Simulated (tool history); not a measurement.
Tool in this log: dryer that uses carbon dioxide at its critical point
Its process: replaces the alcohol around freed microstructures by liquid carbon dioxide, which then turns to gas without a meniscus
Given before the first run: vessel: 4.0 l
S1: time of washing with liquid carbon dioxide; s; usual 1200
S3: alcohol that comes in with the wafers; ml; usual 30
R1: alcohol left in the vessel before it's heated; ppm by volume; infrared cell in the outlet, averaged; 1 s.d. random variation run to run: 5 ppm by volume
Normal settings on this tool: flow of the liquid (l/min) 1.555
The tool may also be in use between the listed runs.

run 1 day=0 | S1=1200 flow_of_the_liquid_(l/min)=1.555 S3=30 | R1=54
run 2 day=0.175 | S1=1200 flow_of_the_liquid_(l/min)=1.555 S3=30 | R1=52
run 3 day=0.433 | S1=1200 flow_of_the_liquid_(l/min)=1.555 S3=30 | R1=56
run 4 day=0.662 | S1=1200 flow_of_the_liquid_(l/min)=1.555 S3=31 | R1=43
run 5 day=0.825 | S1=1200 flow_of_the_liquid_(l/min)=1.555 S3=31 | R1=50
run 6 day=1.196 | S1=1200 flow_of_the_liquid_(l/min)=1.555 S3=31 | R1=56
run 7 day=1.371 | S1=1200 flow_of_the_liquid_(l/min)=1.555 S3=31 | R1=52
run 8 day=1.733 | S1=1200 flow_of_the_liquid_(l/min)=1.555 S3=30 | R1=66
run 9 day=1.967 | S1=1200 flow_of_the_liquid_(l/min)=1.555 S3=30 | R1=61
run 10 day=2.229 | S1=1200 flow_of_the_liquid_(l/min)=1.01 S3=30 | R1=203
run 11 day=2.571 | S1=1200 flow_of_the_liquid_(l/min)=1.01 S3=30 | R1=188
run 12 day=2.925 | S1=1200 flow_of_the_liquid_(l/min)=1.01 S3=30 | R1=196
run 13 day=3.267 | S1=1200 flow_of_the_liquid_(l/min)=1.555 S3=30 | R1=49
run 14 day=3.496 | S1=1200 flow_of_the_liquid_(l/min)=1.555 S3=30 | R1=56
run 15 day=3.842 | S1=1200 flow_of_the_liquid_(l/min)=1.555 S3=30 | R1=59
run 16 day=4.029 | S1=1200 flow_of_the_liquid_(l/min)=1.555 S3=30 | R1=57
run 17 day=4.362 | S1=1200 flow_of_the_liquid_(l/min)=1.555 S3=30 | R1=63
run 18 day=4.538 | S1=720 flow_of_the_liquid_(l/min)=1.96 S3=43 | R1=176
run 19 day=4.762 | S1=1500 flow_of_the_liquid_(l/min)=1.555 S3=62 | R1=46
run 20 day=4.929 | S1=1860 flow_of_the_liquid_(l/min)=1.07 S3=40 | R1=69
run 21 day=5.221 | S1=1860 flow_of_the_liquid_(l/min)=1.07 S3=40 | R1=55
run 22 day=5.567 | S1=1860 flow_of_the_liquid_(l/min)=1.07 S3=40 | R1=61
run 23 day=5.788 | S1=1860 flow_of_the_liquid_(l/min)=1.07 S3=40 | R1=52
run 24 day=6.162 | S1=1800 flow_of_the_liquid_(l/min)=1.07 S3=95 | R1=106
run 25 day=6.4 | S1=1800 flow_of_the_liquid_(l/min)=1.07 S3=95 | R1=102
run 26 day=6.783 | S1=1800 flow_of_the_liquid_(l/min)=1.07 S3=95 | R1=103
run 27 day=7.142 | S1=1740 flow_of_the_liquid_(l/min)=1.555 S3=30 | R1=38
run 28 day=7.433 | S1=1860 flow_of_the_liquid_(l/min)=1.555 S3=74 | R1=47
run 29 day=7.746 | S1=780 flow_of_the_liquid_(l/min)=1.555 S3=30 | R1=213
run 30 day=8.025 | S1=780 flow_of_the_liquid_(l/min)=1.555 S3=30 | R1=221
run 31 day=8.321 | S1=1620 flow_of_the_liquid_(l/min)=1.555 S3=30 | R1=53
run 32 day=8.621 | S1=1200 flow_of_the_liquid_(l/min)=1.36 S3=33 | R1=99
run 33 day=8.892 | S1=1200 flow_of_the_liquid_(l/min)=1.36 S3=33 | R1=109
run 34 day=9.2 | S1=780 flow_of_the_liquid_(l/min)=1.85 S3=21 | R1=110

Some steps in R1, run to run, broken into two amounts with sign: the step expected even without the hidden condition (settings, incoming material, random variation), and the rest, left for the hidden condition together with whatever gauge scatter is not in both the measured and the hidden-condition-free result:
What the log doesn't record here: flow that reaches the vessel past the clogged filter, %; alcohol in the recycled carbon dioxide, ppm; drift of the gauge itself on alcohol_ppm, %.
Run 12 -> 13: flow of the liquid (l/min) 1.01 -> 1.555. R1 -147 ppm by volume: hidden state -25, all else -122.
Run 18 -> 19: S1 720 -> 1500, flow of the liquid (l/min) 1.96 -> 1.555, S3 43 -> 62. R1 -130 ppm by volume: hidden state -29, all else -101.
Run 28 -> 29: S1 1860 -> 780, S3 74 -> 30. R1 +166 ppm by volume: hidden state +42, all else +124.
Run 30 -> 31: S1 780 -> 1620. R1 -168 ppm by volume: hidden state -41, all else -127.
